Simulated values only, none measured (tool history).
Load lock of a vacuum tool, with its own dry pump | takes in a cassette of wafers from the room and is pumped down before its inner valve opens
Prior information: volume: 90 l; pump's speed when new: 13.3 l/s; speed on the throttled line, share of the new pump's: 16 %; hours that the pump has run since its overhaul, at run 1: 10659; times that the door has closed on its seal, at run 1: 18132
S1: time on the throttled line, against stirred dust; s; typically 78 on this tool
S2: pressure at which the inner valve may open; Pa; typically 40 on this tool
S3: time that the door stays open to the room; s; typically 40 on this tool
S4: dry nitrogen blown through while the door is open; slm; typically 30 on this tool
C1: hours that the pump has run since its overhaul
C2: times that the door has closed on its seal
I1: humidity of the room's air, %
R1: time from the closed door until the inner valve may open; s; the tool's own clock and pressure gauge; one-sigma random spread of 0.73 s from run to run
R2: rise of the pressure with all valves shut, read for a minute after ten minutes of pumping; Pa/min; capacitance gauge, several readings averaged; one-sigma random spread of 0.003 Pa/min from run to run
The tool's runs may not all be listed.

run    hour   S1  S2   S3  S4     C1     C2    I1     R1     R2
  1       0   78  40   40  30  10659  18132  47.7  126.2  0.103
  2   401.9   78  40   40  30  11060  20136    46  127.8   0.12
      780.7  -- door's seal changed, seat wiped
  3   824.3   78  56   40  30  11481    217  43.7  126.2  0.025
  4  1314.7   78  56   40  30  11972   2663  44.8  125.4  0.031
  5  1522.9   78  56   40  30  12180   3701  48.3  126.4  0.033
  6    2014   78  40   40  30  12671   6150  46.5  128.8  0.044
  7  2365.4   78  40   40  30  13022   7902  43.2  129.3  0.046
  8  2785.4   78  40   40  30  13442   9996  48.6  130.4  0.064
  9  3061.1   78  40   40  30  13718  11371  44.4  130.7  0.069
 10  3513.7   78  40   40  30  14171  13628  48.8  130.9  0.079
 11  4006.5   78  40   40  30  14663  16085  48.2  131.4  0.098
 12    4440   78  40   40   6  15097  18246    45    131  0.122
 13  4771.8   78  40   40   6  15429  19901  44.7  130.8  0.143
     4807.7  -- dry pump taken out, an overhauled one fitted
 14  5099.8   60  46   40  30    292  21506  46.8  103.4  0.142
     5221.9  -- door's seal changed, seat wiped
 15    5377   60  47   43  30    568    773  46.5  102.5  0.032
 16  5711.5   80  40   40  30    902   2441  44.2  120.8  0.032
 17    6086   96  68  232  34   1277   4308  47.9    131  0.066
 18  6522.9  109  43   61   8   1714   6487  42.2  145.7   0.06
 19  6798.2  109  43   61   8   1989   7859  45.9  144.6  0.064
 20  7280.5  109  43   61   8   2471  10264  45.7  144.3  0.081
 21  7629.4   78  40  125  30   2820  12004  45.2  119.9  0.086
 22  7949.3   77  40  115  35   3140  13599  45.4  120.4  0.093
 23    8423   77  62  115  25   3614  15961  45.3  117.3  0.113
 24  8841.1   77  62  115  25   4032  18046  46.2  118.2  0.131

Describe how what the log doesn't record of the tool's condition differs between the last listed run preceding each entry between runs and the first listed run following it.
Runs 2 to 3: door's seal changed, seat wiped (hour 780.7)
  pump's speed, % of a new pump's: 82.2 -> 81.5; leak at the door's seal, Pa l/s: 0.1467 -> 0.0024
  measured less the result without the state, R1: +8.9 -> +8.8 s; R2: +0.096 -> +0 Pa/min
Runs 13 to 14: dry pump taken out, an overhauled one fitted (hour 4807.7)
  pump's speed, % of a new pump's: 75.3 -> 99.9; leak at the door's seal, Pa l/s: 0.1552 -> 0.1778
  measured less the result without the state, R1: +13.2 -> +0 s; R2: +0.102 -> +0.115 Pa/min
Runs 14 to 15: door's seal changed, seat wiped (hour 5221.9)
  pump's speed, % of a new pump's: 99.9 -> 99.5; leak at the door's seal, Pa l/s: 0.1778 -> 0.0034
  measured less the result without the state, R1: +0 -> +0.2 s; R2: +0.115 -> +0.001 Pa/min
